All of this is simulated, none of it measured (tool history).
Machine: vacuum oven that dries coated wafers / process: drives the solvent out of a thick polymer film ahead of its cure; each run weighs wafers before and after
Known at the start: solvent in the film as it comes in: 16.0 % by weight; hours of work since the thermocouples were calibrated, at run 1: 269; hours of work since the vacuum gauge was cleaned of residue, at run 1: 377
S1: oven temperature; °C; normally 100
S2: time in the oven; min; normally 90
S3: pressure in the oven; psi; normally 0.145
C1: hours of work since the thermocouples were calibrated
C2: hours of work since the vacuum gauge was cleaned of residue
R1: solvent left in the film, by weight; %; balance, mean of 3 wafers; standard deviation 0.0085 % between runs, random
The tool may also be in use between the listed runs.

{"run": 1, "hour": 0.0, "S1": 100, "S2": 90, "S3": 0.145, "C1": 269, "C2": 377, "R1": 1.948}
{"run": 2, "hour": 11.3, "S1": 100, "S2": 90, "S3": 0.145, "C1": 275, "C2": 384, "R1": 1.962}
{"run": 3, "hour": 24.6, "S1": 100, "S2": 90, "S3": 0.145, "C1": 283, "C2": 391, "R1": 1.961}
{"run": 4, "hour": 39.6, "S1": 100, "S2": 90, "S3": 0.145, "C1": 291, "C2": 400, "R1": 1.953}
{"run": 5, "hour": 53.8, "S1": 100, "S2": 90, "S3": 0.148, "C1": 299, "C2": 408, "R1": 1.952}
{"run": 6, "hour": 73.1, "S1": 103, "S2": 90, "S3": 0.145, "C1": 310, "C2": 419, "R1": 1.329}
{"run": 7, "hour": 93.5, "S1": 103, "S2": 90, "S3": 0.145, "C1": 322, "C2": 431, "R1": 1.342}
{"run": 8, "hour": 106.4, "S1": 103, "S2": 90, "S3": 0.145, "C1": 330, "C2": 438, "R1": 1.332}
{"run": 9, "hour": 121.3, "S1": 103, "S2": 90, "S3": 0.145, "C1": 338, "C2": 447, "R1": 1.354}
{"run": 10, "hour": 136.6, "S1": 103, "S2": 90, "S3": 0.145, "C1": 347, "C2": 455, "R1": 1.328}
{"run": 11, "hour": 146.4, "S1": 103, "S2": 90, "S3": 0.145, "C1": 352, "C2": 461, "R1": 1.334}
{"run": 12, "hour": 158.5, "S1": 103, "S2": 90, "S3": 0.145, "C1": 359, "C2": 468, "R1": 1.346}
{"run": 13, "hour": 177.4, "S1": 103, "S2": 90, "S3": 0.145, "C1": 370, "C2": 479, "R1": 1.338}
{"run": 14, "hour": 191.3, "S1": 100, "S2": 90, "S3": 0.145, "C1": 378, "C2": 487, "R1": 1.935}
{"run": 15, "hour": 211.4, "S1": 100, "S2": 90, "S3": 0.145, "C1": 390, "C2": 498, "R1": 1.939}
{"run": 16, "hour": 232.4, "S1": 100, "S2": 90, "S3": 0.145, "C1": 402, "C2": 510, "R1": 1.94}
{"run": 17, "hour": 247.7, "S1": 100, "S2": 90, "S3": 0.145, "C1": 410, "C2": 519, "R1": 1.928}
{"run": 18, "hour": 258.8, "S1": 87, "S2": 68, "S3": 0.145, "C1": 417, "C2": 525, "R1": 7.295}
{"hour": 262.2, "done": "oven's thermocouples calibrated"}
{"run": 19, "hour": 276.5, "S1": 94, "S2": 82, "S3": 0.2, "C1": 8, "C2": 534, "R1": 4.205}
{"run": 20, "hour": 295.2, "S1": 109, "S2": 133, "S3": 0.104, "C1": 19, "C2": 545, "R1": 0.338}
{"run": 21, "hour": 313.4, "S1": 109, "S2": 133, "S3": 0.104, "C1": 29, "C2": 555, "R1": 0.33}
{"run": 22, "hour": 324.9, "S1": 86, "S2": 56, "S3": 0.155, "C1": 36, "C2": 562, "R1": 8.382}
{"run": 23, "hour": 340.8, "S1": 86, "S2": 56, "S3": 0.155, "C1": 45, "C2": 571, "R1": 8.385}
{"run": 24, "hour": 353.5, "S1": 86, "S2": 56, "S3": 0.155, "C1": 52, "C2": 578, "R1": 8.374}
{"run": 25, "hour": 368.7, "S1": 113, "S2": 92, "S3": 0.155, "C1": 61, "C2": 587, "R1": 0.436}
{"run": 26, "hour": 381.5, "S1": 91, "S2": 77, "S3": 0.155, "C1": 68, "C2": 594, "R1": 5.31}
{"hour": 393.5, "done": "oven's thermocouples calibrated, once more"}
{"run": 27, "hour": 401.3, "S1": 91, "S2": 90, "S3": 0.103, "C1": 4, "C2": 605, "R1": 4.869}
{"run": 28, "hour": 410.1, "S1": 91, "S2": 90, "S3": 0.103, "C1": 10, "C2": 610, "R1": 4.88}

Some steps in R1 between neighbouring runs. How much of each would the tool show without its hidden state too (settings, what came in, random variation), and how much is left for the hidden state, with any gauge scatter that isn't in both results?
Hidden state at play: true wafer temperature over the reading, C; true pressure over the reading, kPa; drift of the gauge itself on solvent_pct, %.
Run 21 -> 22: S1 109 -> 86, S2 133 -> 56, S3 0.104 -> 0.155. R1 +8.052 %: hidden state -0.308, all else +8.36.
Run 24 -> 25: S1 86 -> 113, S2 56 -> 92. R1 -7.938 %: hidden state +0.296, all else -8.234.
Run 25 -> 26: S1 113 -> 91, S2 92 -> 77. R1 +4.874 %: hidden state -0.354, all else +5.228.
Run 26 -> 27: S2 77 -> 90, S3 0.155 -> 0.103, oven's thermocouples calibrated, once more. R1 -0.441 %: hidden state +0.44, all else -0.881.
